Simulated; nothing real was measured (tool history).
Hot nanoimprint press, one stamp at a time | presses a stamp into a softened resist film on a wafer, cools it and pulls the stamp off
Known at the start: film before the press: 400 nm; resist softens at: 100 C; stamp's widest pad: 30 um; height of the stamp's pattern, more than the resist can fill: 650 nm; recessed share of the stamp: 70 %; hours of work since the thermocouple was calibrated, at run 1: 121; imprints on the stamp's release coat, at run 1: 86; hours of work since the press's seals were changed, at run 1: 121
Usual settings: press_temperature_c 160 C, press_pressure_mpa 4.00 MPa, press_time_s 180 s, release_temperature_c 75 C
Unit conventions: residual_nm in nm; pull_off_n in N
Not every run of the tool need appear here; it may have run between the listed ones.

run   hour  press_temperature_c  press_pressure_mpa  press_time_s  release_temperature_c  hours of work since the thermocouple was calibrated  imprints on the stamp's release coat  hours of work since the press's seals were changed  residual_nm  pull_off_n
  1    0.0                  160                4.00           180                     75                                                  121                                    86                                                 121        180.3         230
  2   17.4                  160                4.00           180                     75                                                  134                                   158                                                 134        182.1         235
  3   27.9                  156                4.00           180                     75                                                  141                                   201                                                 141        212.8         231
  4   44.9                  156                4.00           180                     81                                                  153                                   271                                                 153        214.5         216
  5   56.5                  156                4.00           180                     81                                                  161                                   319                                                 161        217.0         212
  6   75.4                  156                4.00           258                     81                                                  175                                   397                                                 175        186.4         221
  7   90.8                  156                4.00           258                     81                                                  186                                   460                                                 186        190.2         222
  8  105.9                  156                4.00           258                     81                                                  197                                   522                                                 197        187.5         226
  9  126.5                  156                4.00           258                     81                                                  211                                   607                                                 211        190.7         232
 10  135.6                  156                4.00           258                     81                                                  218                                   645                                                 218        191.4         225
     139.8  -- plate thermocouple calibrated
 11  150.4                  156                4.00           258                     81                                                    8                                   693                                                 226        197.3         229
 12  162.4                  160                4.93           180                     75                                                   16                                   743                                                 235        172.9         260
 13  172.9                  160                4.00           239                     75                                                   24                                   786                                                 242        169.4         254
 14  183.4                  160                3.28           180                     75                                                   31                                   829                                                 250        205.6         262
 15  201.9                  160                4.00           180                     75                                                   44                                   905                                                 263        190.0         271
     219.0  -- plate thermocouple calibrated, once more
 16  225.3                  160                4.00           180                     75                                                    4                                   990                                                 277        174.5         262
 17  239.0                  160                4.00           162                     75                                                   14                                  1046                                                 287        183.8         259
 18  258.8                  160                4.00           162                     75                                                   28                                  1128                                                 301        180.3         266
 19  273.2                  160                4.00           162                     75                                                   39                                  1187                                                 311        184.7         258
     282.6  -- stamp cleaned and given a new release coat
 20  294.8                  160                4.00           162                     75                                                   50                                    50                                                 322        185.4         230
 21  305.4                  160                3.44           199                     75                                                   57                                    94                                                 330        180.8         235
 22  319.4                  156                4.86           162                     82                                                   67                                   152                                                 340        199.0         201
 23  339.1                  156                3.95           162                     61                                                   81                                   233                                                 354        220.2         290
 24  349.6                  156                3.95           162                     61                                                   89                                   276                                                 361        218.1         283
 25  366.7                  156                3.95           162                     61                                                  101                                   347                                                 374        221.5         305
 26  388.1                  156                3.95           162                     61                                                  116                                   435                                                 389        216.4         300
 27  404.2                  160                2.72           315                     75                                                  128                                   501                                                 400        171.0         250
 28  419.1                  160                4.51           180                     73                                                  138                                   563                                                 411        171.0         253
 29  439.4                  160                5.77           110                     81                                                  153                                   646                                                 425        184.9         227
 30  453.9                  160                5.77           110                     81                                                  163                                   706                                                 436        186.3         235

For some of the steps in residual_nm from one run to the next: how much would appear even if the tool had no hidden state, given the settings, what came in and random variation, and how much remains for the hidden state plus any gauge scatter that the measured result and the result without hidden state don't share?
What the log doesn't record here: true temperature over the reading, C; pressure that arrives at the usual setting, %; grip of the stamp's worn release coat, % over a new coat's; drift of the gauge itself on residual_nm, %; drift of the gauge itself on pull_off_n, %.
Run 2 -> 3: press_temperature_c 160 -> 156. residual_nm +30.7 nm: hidden state +1.1, all else +29.6.
Run 10 -> 11: plate thermocouple calibrated. residual_nm +5.9 nm: hidden state +5.9, all else +0.0.
Run 13 -> 14: press_pressure_mpa 4.00 -> 3.28, press_time_s 239 -> 180. residual_nm +36.2 nm: hidden state +1.8, all else +34.4.
Run 15 -> 16: plate thermocouple calibrated, once more. residual_nm -15.5 nm: hidden state -15.5, all else +0.0.
Run 26 -> 27: press_temperature_c 156 -> 160, press_pressure_mpa 3.95 -> 2.72, press_time_s 162 -> 315, release_temperature_c 61 -> 75. residual_nm -45.4 nm: hidden state -0.4, all else -45.0.

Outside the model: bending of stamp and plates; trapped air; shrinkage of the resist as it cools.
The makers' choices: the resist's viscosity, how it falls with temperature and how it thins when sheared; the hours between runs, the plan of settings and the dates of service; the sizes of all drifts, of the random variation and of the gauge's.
